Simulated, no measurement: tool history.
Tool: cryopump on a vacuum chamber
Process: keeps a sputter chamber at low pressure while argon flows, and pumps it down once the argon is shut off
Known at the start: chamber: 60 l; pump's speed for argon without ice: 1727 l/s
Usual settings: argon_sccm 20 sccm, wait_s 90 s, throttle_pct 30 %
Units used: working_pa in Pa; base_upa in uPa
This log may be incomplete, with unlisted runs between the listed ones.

| run | hour | argon_sccm | wait_s | throttle_pct | working_pa | base_upa |
|---|---|---|---|---|---|---|
| 1 | 0 | 20 | 90 | 30 | 0.0732 | 1.63 |
| 2 | 43 | 20 | 90 | 30 | 0.072 | 1.63 |
|  | 53.5 | pump warmed up, emptied and cooled again |
| 3 | 109.4 | 20 | 90 | 30 | 0.0657 | 1.4 |
| 4 | 184.2 | 20 | 90 | 30 | 0.0665 | 1.38 |
| 5 | 275.4 | 20 | 90 | 30 | 0.0668 | 1.46 |
| 6 | 361.7 | 15 | 136 | 54 | 0.0281 | 1.24 |
|  | 442.3 | leaking fittings of the chamber tightened, without venting |
| 7 | 456.2 | 10 | 136 | 54 | 0.019 | 0.67 |
| 8 | 512 | 10 | 136 | 54 | 0.0198 | 0.7 |
| 9 | 574.2 | 10 | 136 | 54 | 0.019 | 0.67 |
| 10 | 652.3 | 20 | 109 | 26 | 0.079 | 0.81 |

What if the next run were any one of these 5? Each begins from the tool's condition after run 10:
| A | 738.3 | 20 | 109 | 25 | ? | ? |
| B | 738.3 | 20 | 81 | 30 | ? | ? |
| C | 738.3 | 20 | 88 | 16 | ? | ? |
| D | 738.3 | 18 | 109 | 26 | ? | ? |
| E | 738.3 | 21 | 109 | 26 | ? | ? |

| run | working_pa | base_upa |
|---|---|---|
| A | 0.0814 | 0.84 |
| B | 0.0691 | 1.02 |
| C | 0.1262 | 0.97 |
| D | 0.0713 | 0.84 |
| E | 0.082 | 0.86 |
What these runs would have given with no unlogged condition in the tool:
| run | working_pa | base_upa |
|---|---|---|
| A | 0.0779 | 0.73 |
| B | 0.0655 | 0.91 |
| C | 0.1226 | 0.86 |
| D | 0.0681 | 0.73 |
| E | 0.0784 | 0.75 |

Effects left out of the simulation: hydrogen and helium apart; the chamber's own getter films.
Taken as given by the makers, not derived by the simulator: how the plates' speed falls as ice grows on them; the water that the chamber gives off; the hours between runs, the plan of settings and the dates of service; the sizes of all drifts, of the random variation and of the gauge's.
